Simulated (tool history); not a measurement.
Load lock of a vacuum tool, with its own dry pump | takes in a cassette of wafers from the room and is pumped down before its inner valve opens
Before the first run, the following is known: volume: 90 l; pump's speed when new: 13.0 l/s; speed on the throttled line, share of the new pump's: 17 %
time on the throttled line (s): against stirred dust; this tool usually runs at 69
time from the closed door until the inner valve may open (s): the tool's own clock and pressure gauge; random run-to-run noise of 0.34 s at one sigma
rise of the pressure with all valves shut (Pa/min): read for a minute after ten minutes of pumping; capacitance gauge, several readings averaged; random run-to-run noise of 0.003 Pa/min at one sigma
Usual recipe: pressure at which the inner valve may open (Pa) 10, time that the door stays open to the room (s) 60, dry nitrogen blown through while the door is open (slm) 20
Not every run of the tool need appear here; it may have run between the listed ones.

| run | day | time on the throttled line (s) | pressure at which the inner valve may open (Pa) | time that the door stays open to the room (s) | dry nitrogen blown through while the door is open (slm) | incoming humidity of the room's air, % | time from the closed door until the inner valve may open (s) | rise of the pressure with all valves shut (Pa/min) |
|---|---|---|---|---|---|---|---|---|
| 1 | 0 | 69 | 10 | 60 | 20 | 46.8 | 121.7 | 0.017 |
| 2 | 12.717 | 69 | 10 | 60 | 20 | 48.7 | 121.6 | 0.023 |
| 3 | 26.967 | 69 | 10 | 60 | 20 | 48.4 | 121.8 | 0.024 |
| 4 | 37.325 | 134 | 10 | 60 | 20 | 48.3 | 176.2 | 0.018 |
| 5 | 47.871 | 134 | 10 | 60 | 20 | 45.1 | 175.1 | 0.018 |
| 6 | 57.771 | 69 | 20 | 60 | 20 | 43.2 | 116.8 | 0.021 |
| 7 | 71.642 | 69 | 10 | 60 | 20 | 47.2 | 121.7 | 0.017 |
| 8 | 82.854 | 69 | 10 | 60 | 20 | 52.2 | 122.2 | 0.024 |
| 9 | 90.046 | 69 | 10 | 60 | 20 | 43.5 | 122 | 0.023 |
| 10 | 104.267 | 69 | 10 | 157 | 20 | 48.4 | 121.9 | 0.034 |
| 11 | 116.221 | 69 | 10 | 157 | 20 | 45.7 | 121.3 | 0.028 |
| 12 | 125.638 | 37 | 10 | 60 | 20 | 43.7 | 95 | 0.023 |
| 13 | 132.275 | 37 | 10 | 60 | 20 | 47.1 | 94.9 | 0.017 |
| 14 | 146.062 | 37 | 10 | 60 | 20 | 45.7 | 94.8 | 0.02 |
| 15 | 153.429 | 37 | 10 | 60 | 20 | 45.4 | 94.9 | 0.02 |
|  | 157.271 | door's seal changed, seat wiped |
| 16 | 162.925 | 37 | 10 | 60 | 20 | 42.5 | 94.8 | 0.019 |
| 17 | 176.35 | 37 | 10 | 60 | 20 | 47.9 | 94.5 | 0.025 |
| 18 | 188.988 | 37 | 17 | 60 | 5 | 46.8 | 91.4 | 0.035 |
| 19 | 195.092 | 58 | 13 | 82 | 4 | 47.7 | 110.7 | 0.035 |
| 20 | 203.883 | 58 | 13 | 127 | 4 | 44.9 | 111.2 | 0.052 |
| 21 | 218.196 | 69 | 9 | 60 | 20 | 44.2 | 121.9 | 0.021 |
| 22 | 226.65 | 69 | 11 | 60 | 9 | 44.7 | 120.6 | 0.03 |
| 23 | 237.746 | 69 | 11 | 60 | 9 | 48.5 | 120.5 | 0.03 |
| 24 | 244.783 | 69 | 11 | 60 | 9 | 48.4 | 120.9 | 0.031 |
| 25 | 254.975 | 69 | 8 | 101 | 20 | 46 | 123.7 | 0.023 |
| 26 | 261.262 | 132 | 8 | 137 | 35 | 49.4 | 176.4 | 0.015 |
| 27 | 268.079 | 118 | 10 | 197 | 20 | 42.6 | 163.1 | 0.03 |
| 28 | 278.942 | 69 | 10 | 60 | 19 | 47.5 | 122 | 0.019 |
| 29 | 289.083 | 69 | 10 | 60 | 19 | 45.6 | 122.4 | 0.019 |
| 30 | 298.688 | 69 | 10 | 60 | 19 | 43 | 122.1 | 0.022 |
| 31 | 311.238 | 69 | 10 | 60 | 19 | 42 | 121.8 | 0.02 |
| 32 | 321.654 | 69 | 12 | 60 | 22 | 43.6 | 120.5 | 0.022 |

Predict each of these 3 candidate next runs independently; none follows another, all start after run 32:
| A | 330.533 | 69 | 12 | 96 | 22 | 45.4 | ? | ? |
| B | 330.533 | 78 | 14 | 60 | 37 | 46.6 | ? | ? |
| C | 330.533 | 67 | 12 | 122 | 34 | 44.3 | ? | ? |

| run | time from the closed door until the inner valve may open (s) | rise of the pressure with all valves shut (Pa/min) |
|---|---|---|
| A | 120.6 | 0.022 |
| B | 126.4 | 0.013 |
| C | 117.8 | 0.02 |
What these runs would have given with no unlogged condition in the tool:
| run | time from the closed door until the inner valve may open (s) | rise of the pressure with all valves shut (Pa/min) |
|---|---|---|
| A | 120.6 | 0.022 |
| B | 126.4 | 0.013 |
| C | 117.7 | 0.02 |
